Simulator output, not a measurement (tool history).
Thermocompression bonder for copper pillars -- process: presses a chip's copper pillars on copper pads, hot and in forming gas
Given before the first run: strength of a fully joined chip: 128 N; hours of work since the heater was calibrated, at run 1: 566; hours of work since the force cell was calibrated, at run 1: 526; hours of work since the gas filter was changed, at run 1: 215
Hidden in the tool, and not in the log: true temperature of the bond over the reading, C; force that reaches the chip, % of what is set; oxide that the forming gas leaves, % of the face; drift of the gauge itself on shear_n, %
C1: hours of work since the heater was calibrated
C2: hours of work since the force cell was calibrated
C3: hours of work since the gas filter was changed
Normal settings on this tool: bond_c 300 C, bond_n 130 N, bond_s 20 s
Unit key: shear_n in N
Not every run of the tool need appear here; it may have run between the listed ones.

{"run": 1, "hour": 0.0, "bond_c": 300, "bond_n": 130, "bond_s": 20, "C1": 566, "C2": 526, "C3": 215, "shear_n": 67.2}
{"run": 2, "hour": 16.6, "bond_c": 300, "bond_n": 130, "bond_s": 20, "C1": 579, "C2": 539, "C3": 228, "shear_n": 67.6}
{"run": 3, "hour": 38.1, "bond_c": 300, "bond_n": 130, "bond_s": 20, "C1": 595, "C2": 556, "C3": 245, "shear_n": 66.5}
{"run": 4, "hour": 65.5, "bond_c": 300, "bond_n": 130, "bond_s": 10, "C1": 617, "C2": 578, "C3": 266, "shear_n": 51.7}
{"run": 5, "hour": 80.9, "bond_c": 300, "bond_n": 130, "bond_s": 10, "C1": 629, "C2": 590, "C3": 278, "shear_n": 51.6}
{"run": 6, "hour": 97.1, "bond_c": 300, "bond_n": 130, "bond_s": 10, "C1": 642, "C2": 602, "C3": 291, "shear_n": 51.9}
{"run": 7, "hour": 110.9, "bond_c": 300, "bond_n": 102, "bond_s": 20, "C1": 652, "C2": 613, "C3": 302, "shear_n": 58}
{"run": 8, "hour": 139.7, "bond_c": 300, "bond_n": 130, "bond_s": 23, "C1": 675, "C2": 636, "C3": 324, "shear_n": 69.1}
{"run": 9, "hour": 157.1, "bond_c": 300, "bond_n": 130, "bond_s": 23, "C1": 689, "C2": 649, "C3": 338, "shear_n": 69.7}
{"run": 10, "hour": 170.9, "bond_c": 300, "bond_n": 130, "bond_s": 23, "C1": 699, "C2": 660, "C3": 349, "shear_n": 68.9}
{"run": 11, "hour": 185.9, "bond_c": 300, "bond_n": 130, "bond_s": 13, "C1": 711, "C2": 672, "C3": 360, "shear_n": 56.4}
{"run": 12, "hour": 206.3, "bond_c": 326, "bond_n": 130, "bond_s": 20, "C1": 727, "C2": 688, "C3": 376, "shear_n": 81}
{"hour": 210.5, "done": "heater calibrated with a thermocouple chip"}
{"run": 13, "hour": 225.0, "bond_c": 326, "bond_n": 130, "bond_s": 20, "C1": 11, "C2": 701, "C3": 389, "shear_n": 77}
{"run": 14, "hour": 245.4, "bond_c": 326, "bond_n": 130, "bond_s": 20, "C1": 27, "C2": 717, "C3": 405, "shear_n": 75.7}
{"run": 15, "hour": 275.4, "bond_c": 300, "bond_n": 130, "bond_s": 12, "C1": 51, "C2": 740, "C3": 429, "shear_n": 51.1}
{"hour": 282.6, "done": "forming gas filter changed"}
{"run": 16, "hour": 300.0, "bond_c": 288, "bond_n": 130, "bond_s": 20, "C1": 70, "C2": 759, "C3": 14, "shear_n": 59.6}
{"run": 17, "hour": 315.6, "bond_c": 288, "bond_n": 130, "bond_s": 20, "C1": 82, "C2": 771, "C3": 26, "shear_n": 58.7}
{"run": 18, "hour": 336.9, "bond_c": 288, "bond_n": 130, "bond_s": 20, "C1": 99, "C2": 788, "C3": 42, "shear_n": 59.7}
{"run": 19, "hour": 357.3, "bond_c": 288, "bond_n": 130, "bond_s": 20, "C1": 114, "C2": 804, "C3": 58, "shear_n": 58.6}
{"run": 20, "hour": 373.2, "bond_c": 288, "bond_n": 130, "bond_s": 20, "C1": 127, "C2": 816, "C3": 71, "shear_n": 59.3}
{"run": 21, "hour": 390.5, "bond_c": 321, "bond_n": 99, "bond_s": 34, "C1": 140, "C2": 830, "C3": 84, "shear_n": 82.5}
{"run": 22, "hour": 414.5, "bond_c": 309, "bond_n": 99, "bond_s": 38, "C1": 159, "C2": 849, "C3": 103, "shear_n": 77}
{"run": 23, "hour": 444.8, "bond_c": 309, "bond_n": 99, "bond_s": 38, "C1": 183, "C2": 873, "C3": 127, "shear_n": 76.5}
{"run": 24, "hour": 475.2, "bond_c": 297, "bond_n": 99, "bond_s": 37, "C1": 207, "C2": 896, "C3": 151, "shear_n": 67.6}
{"run": 25, "hour": 495.4, "bond_c": 301, "bond_n": 109, "bond_s": 37, "C1": 223, "C2": 912, "C3": 166, "shear_n": 73.9}
{"run": 26, "hour": 519.4, "bond_c": 295, "bond_n": 139, "bond_s": 37, "C1": 241, "C2": 931, "C3": 185, "shear_n": 79.2}
{"run": 27, "hour": 535.5, "bond_c": 298, "bond_n": 79, "bond_s": 19, "C1": 254, "C2": 944, "C3": 198, "shear_n": 47.1}
{"run": 28, "hour": 560.6, "bond_c": 293, "bond_n": 111, "bond_s": 28, "C1": 274, "C2": 963, "C3": 217, "shear_n": 61.4}
{"run": 29, "hour": 584.5, "bond_c": 290, "bond_n": 99, "bond_s": 43, "C1": 292, "C2": 982, "C3": 236, "shear_n": 65.2}
{"run": 30, "hour": 602.0, "bond_c": 290, "bond_n": 99, "bond_s": 43, "C1": 306, "C2": 995, "C3": 250, "shear_n": 65.9}
{"run": 31, "hour": 618.0, "bond_c": 300, "bond_n": 112, "bond_s": 50, "C1": 319, "C2": 1008, "C3": 262, "shear_n": 79.1}
{"run": 32, "hour": 649.7, "bond_c": 300, "bond_n": 112, "bond_s": 50, "C1": 343, "C2": 1033, "C3": 287, "shear_n": 80.3}
{"run": 33, "hour": 670.6, "bond_c": 283, "bond_n": 104, "bond_s": 35, "C1": 360, "C2": 1049, "C3": 304, "shear_n": 58.2}
{"run": 34, "hour": 692.5, "bond_c": 300, "bond_n": 84, "bond_s": 47, "C1": 377, "C2": 1066, "C3": 321, "shear_n": 67.3}
{"run": 35, "hour": 724.7, "bond_c": 300, "bond_n": 130, "bond_s": 42, "C1": 402, "C2": 1092, "C3": 346, "shear_n": 82.2}
{"run": 36, "hour": 752.8, "bond_c": 300, "bond_n": 130, "bond_s": 42, "C1": 424, "C2": 1114, "C3": 368, "shear_n": 81}
{"run": 37, "hour": 768.4, "bond_c": 300, "bond_n": 130, "bond_s": 42, "C1": 436, "C2": 1126, "C3": 380, "shear_n": 80.4}
{"run": 38, "hour": 789.3, "bond_c": 300, "bond_n": 130, "bond_s": 42, "C1": 453, "C2": 1142, "C3": 396, "shear_n": 79.4}
{"run": 39, "hour": 821.3, "bond_c": 300, "bond_n": 130, "bond_s": 42, "C1": 478, "C2": 1167, "C3": 422, "shear_n": 78.9}
{"hour": 838.3, "done": "forming gas filter changed"}
{"run": 40, "hour": 842.3, "bond_c": 318, "bond_n": 130, "bond_s": 42, "C1": 494, "C2": 1183, "C3": 3, "shear_n": 99.3}

Below are 3 alternative next runs, each starting from the tool's condition after run 40. Predict each:
{"run": "A", "hour": 856.4, "bond_c": 300, "bond_n": 109, "bond_s": 11, "C1": 505, "C2": 1194, "C3": 14, "shear_n": "?"}
{"run": "B", "hour": 856.4, "bond_c": 290, "bond_n": 183, "bond_s": 21, "C1": 505, "C2": 1194, "C3": 14, "shear_n": "?"}
{"run": "C", "hour": 856.4, "bond_c": 311, "bond_n": 167, "bond_s": 46, "C1": 505, "C2": 1194, "C3": 14, "shear_n": "?"}

run=A shear_n=53.3
run=B shear_n=79.9
run=C shear_n=105.7
With the hidden condition removed and each run's random variation left untouched, the same runs would have given:
run=A shear_n=47.5
run=B shear_n=72.8
run=C shear_n=100.2

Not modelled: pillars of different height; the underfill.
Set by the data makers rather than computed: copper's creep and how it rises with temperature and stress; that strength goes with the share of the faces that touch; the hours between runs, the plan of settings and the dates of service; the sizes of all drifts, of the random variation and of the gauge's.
